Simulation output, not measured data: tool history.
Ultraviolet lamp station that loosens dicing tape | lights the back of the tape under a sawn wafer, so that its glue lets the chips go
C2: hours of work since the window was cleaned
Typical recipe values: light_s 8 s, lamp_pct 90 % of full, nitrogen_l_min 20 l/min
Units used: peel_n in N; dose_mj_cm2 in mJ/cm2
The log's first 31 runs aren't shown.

{"run": 32, "hour": 287.8, "light_s": 8, "lamp_pct": 60, "nitrogen_l_min": 20, "hours of work of the lamp": 220, "C2": 421, "peel_n": 0.315, "dose_mj_cm2": 419}
{"run": 33, "hour": 293.6, "light_s": 6, "lamp_pct": 63, "nitrogen_l_min": 15, "hours of work of the lamp": 223, "C2": 423, "peel_n": 0.523, "dose_mj_cm2": 336}
{"run": 34, "hour": 299.8, "light_s": 4, "lamp_pct": 70, "nitrogen_l_min": 20, "hours of work of the lamp": 226, "C2": 426, "peel_n": 0.7, "dose_mj_cm2": 249}
{"run": 35, "hour": 309.8, "light_s": 4, "lamp_pct": 70, "nitrogen_l_min": 35, "hours of work of the lamp": 231, "C2": 431, "peel_n": 0.561, "dose_mj_cm2": 247}
{"run": 36, "hour": 315.2, "light_s": 4, "lamp_pct": 70, "nitrogen_l_min": 35, "hours of work of the lamp": 233, "C2": 434, "peel_n": 0.56, "dose_mj_cm2": 246}
{"run": 37, "hour": 327.0, "light_s": 4, "lamp_pct": 70, "nitrogen_l_min": 35, "hours of work of the lamp": 239, "C2": 439, "peel_n": 0.555, "dose_mj_cm2": 249}
{"run": 38, "hour": 334.0, "light_s": 4, "lamp_pct": 70, "nitrogen_l_min": 35, "hours of work of the lamp": 242, "C2": 443, "peel_n": 0.567, "dose_mj_cm2": 245}
{"run": 39, "hour": 342.4, "light_s": 4, "lamp_pct": 70, "nitrogen_l_min": 35, "hours of work of the lamp": 246, "C2": 447, "peel_n": 0.549, "dose_mj_cm2": 250}
{"run": 40, "hour": 352.8, "light_s": 4, "lamp_pct": 71, "nitrogen_l_min": 9, "hours of work of the lamp": 251, "C2": 452, "peel_n": 1.001, "dose_mj_cm2": 255}
{"run": 41, "hour": 364.2, "light_s": 4, "lamp_pct": 71, "nitrogen_l_min": 9, "hours of work of the lamp": 257, "C2": 457, "peel_n": 1.029, "dose_mj_cm2": 253}
{"run": 42, "hour": 375.7, "light_s": 5, "lamp_pct": 69, "nitrogen_l_min": 25, "hours of work of the lamp": 262, "C2": 463, "peel_n": 0.482, "dose_mj_cm2": 309}
{"run": 43, "hour": 384.0, "light_s": 5, "lamp_pct": 69, "nitrogen_l_min": 25, "hours of work of the lamp": 266, "C2": 467, "peel_n": 0.472, "dose_mj_cm2": 306}
{"run": 44, "hour": 391.6, "light_s": 8, "lamp_pct": 100, "nitrogen_l_min": 17, "hours of work of the lamp": 270, "C2": 470, "peel_n": 0.181, "dose_mj_cm2": 710}
{"run": 45, "hour": 398.2, "light_s": 10, "lamp_pct": 87, "nitrogen_l_min": 31, "hours of work of the lamp": 273, "C2": 474, "peel_n": 0.16, "dose_mj_cm2": 773}

Here are 3 independent what-if runs from the current tool condition. What would each one return?
{"run": "A", "hour": 404.1, "light_s": 12, "lamp_pct": 88, "nitrogen_l_min": 26, "hours of work of the lamp": 276, "C2": 476, "peel_n": "?", "dose_mj_cm2": "?"}
{"run": "B", "hour": 404.1, "light_s": 5, "lamp_pct": 83, "nitrogen_l_min": 26, "hours of work of the lamp": 276, "C2": 476, "peel_n": "?", "dose_mj_cm2": "?"}
{"run": "C", "hour": 404.1, "light_s": 10, "lamp_pct": 80, "nitrogen_l_min": 31, "hours of work of the lamp": 276, "C2": 476, "peel_n": "?", "dose_mj_cm2": "?"}

run=A peel_n=0.163 dose_mj_cm2=928
run=B peel_n=0.331 dose_mj_cm2=367
run=C peel_n=0.165 dose_mj_cm2=711
The same runs, with their run-to-run variation unchanged, on a tool lacking any hidden condition would have given:
run=A peel_n=0.163 dose_mj_cm2=930
run=B peel_n=0.33 dose_mj_cm2=368
run=C peel_n=0.165 dose_mj_cm2=712

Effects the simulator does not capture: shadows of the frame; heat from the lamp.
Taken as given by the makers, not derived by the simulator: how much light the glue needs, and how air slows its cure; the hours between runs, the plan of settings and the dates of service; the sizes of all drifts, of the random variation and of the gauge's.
